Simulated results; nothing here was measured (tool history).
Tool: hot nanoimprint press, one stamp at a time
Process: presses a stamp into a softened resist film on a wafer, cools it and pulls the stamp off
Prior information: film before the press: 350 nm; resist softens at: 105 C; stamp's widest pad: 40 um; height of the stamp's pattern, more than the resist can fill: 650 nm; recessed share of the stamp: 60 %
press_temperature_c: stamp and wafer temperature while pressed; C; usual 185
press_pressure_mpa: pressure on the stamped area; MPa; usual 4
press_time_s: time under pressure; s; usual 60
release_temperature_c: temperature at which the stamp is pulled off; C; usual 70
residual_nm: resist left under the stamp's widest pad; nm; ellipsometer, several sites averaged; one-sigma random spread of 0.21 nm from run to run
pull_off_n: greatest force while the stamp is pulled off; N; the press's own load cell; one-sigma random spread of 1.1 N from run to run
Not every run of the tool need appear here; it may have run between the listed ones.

run	hour	press_temperature_c	press_pressure_mpa	press_time_s	release_temperature_c	residual_nm	pull_off_n
1	0	185	4	60	70	155.6	232
2	16.5	185	4	32	70	194.1	229
3	34.3	185	4	32	60	193.7	244
4	47.6	185	4	32	60	194	243
5	59.7	185	4	60	70	156.5	231
6	75.5	195	4	60	70	120.7	232
7	90.3	185	4	60	70	157.1	231
8	97.5	185	4	60	70	157.6	231
9	106.5	185	4	60	70	156.9	231
10	116.7	185	4	60	70	157.6	230
11	125.4	185	4	60	70	158	231
12	140.2	185	4	60	70	157.8	230
13	156.2	185	4	60	70	158.3	231
14	165.7	185	4	60	70	158.1	229
15	181.1	185	4	60	70	158.8	231
16	192.7	185	4	60	70	158.8	231
17	208.6	185	4.07	55	61	163	241
18	221.7	185	4	60	63	159.1	241
# hour 227.8: gauge calibrated
19	236.7	180	2.61	60	66	213.6	234
20	244.2	185	2.63	81	66	171.1	239
21	258.6	185	2.63	81	66	171.4	235
22	267	185	2.63	81	66	171.2	236
23	280	185	2.63	81	66	171.6	235
24	295.9	183	4	30	70	208	232
# hour 305: plate thermocouple calibrated
# hour 313.7: stamp cleaned and given a new release coat
25	315.7	185	4	60	62	157	242
26	331.4	185	4	60	62	157.4	241
27	341.4	185	4	60	62	157.3	241
28	349.1	185	4.35	47	70	165.2	229
29	361.4	185	3.32	97	70	145	231

Alternative continuations, all from the tool just after run 29; predict every row:
A	379.2	193	5.94	97	70	?	?
B	379.2	185	5.93	60	67	?	?
C	379.2	193	4	60	70	?	?

run	residual_nm	pull_off_n
A	85.1	230
B	129.7	235
C	128.1	230
The same runs, with their run-to-run variation unchanged, on a tool lacking any hidden condition would have given:
run	residual_nm	pull_off_n
A	83.8	230
B	127.7	235
C	126.1	230
